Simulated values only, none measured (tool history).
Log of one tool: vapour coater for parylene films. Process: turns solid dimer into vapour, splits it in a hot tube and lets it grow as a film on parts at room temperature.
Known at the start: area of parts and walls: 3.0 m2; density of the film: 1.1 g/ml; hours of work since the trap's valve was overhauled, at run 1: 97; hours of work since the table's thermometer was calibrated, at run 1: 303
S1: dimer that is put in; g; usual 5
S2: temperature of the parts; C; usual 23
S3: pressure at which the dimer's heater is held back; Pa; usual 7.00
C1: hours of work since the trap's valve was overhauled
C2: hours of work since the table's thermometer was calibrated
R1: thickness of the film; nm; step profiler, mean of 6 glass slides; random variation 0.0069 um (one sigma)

run 1 day=0.000 | S1=5 S2=23 S3=7.00 | C1=97 C2=303 | R1=767
run 2 day=1.900 | S1=5 S2=23 S3=7.00 | C1=134 C2=339 | R1=751
run 3 day=4.112 | S1=5 S2=23 S3=7.00 | C1=177 C2=382 | R1=731
run 4 day=7.138 | S1=5 S2=23 S3=7.00 | C1=236 C2=441 | R1=720
run 5 day=9.288 | S1=5 S2=23 S3=7.00 | C1=277 C2=483 | R1=713
-- day=10.029 trap's valve overhauled
run 6 day=12.371 | S1=5 S2=23 S3=7.00 | C1=45 C2=540 | R1=777
run 7 day=15.533 | S1=5 S2=32 S3=7.98 | C1=107 C2=601 | R1=624
run 8 day=17.262 | S1=2 S2=16 S3=3.10 | C1=140 C2=635 | R1=390
run 9 day=19.388 | S1=2 S2=27 S3=3.73 | C1=182 C2=676 | R1=278
run 10 day=20.883 | S1=2 S2=27 S3=3.73 | C1=211 C2=705 | R1=277
run 11 day=22.454 | S1=5 S2=23 S3=3.35 | C1=241 C2=736 | R1=783
run 12 day=24.379 | S1=5 S2=23 S3=3.35 | C1=279 C2=773 | R1=790

Forecast each of these 3 alternatives for the next run:
-- day=25.042 trap's valve overhauled
run A day=27.704 | S1=3 S2=29 S3=10.88 | C1=52 C2=834 | R1=?
-- day=25.042 trap's valve overhauled
run B day=27.704 | S1=4 S2=23 S3=11.59 | C1=52 C2=834 | R1=?
-- day=25.042 trap's valve overhauled
run C day=27.704 | S1=3 S2=34 S3=7.00 | C1=52 C2=834 | R1=?

run=A R1=377
run=B R1=588
run=C R1=353
Without the tool's hidden state the same runs would have given:
run=A R1=387
run=B R1=603
run=C R1=362
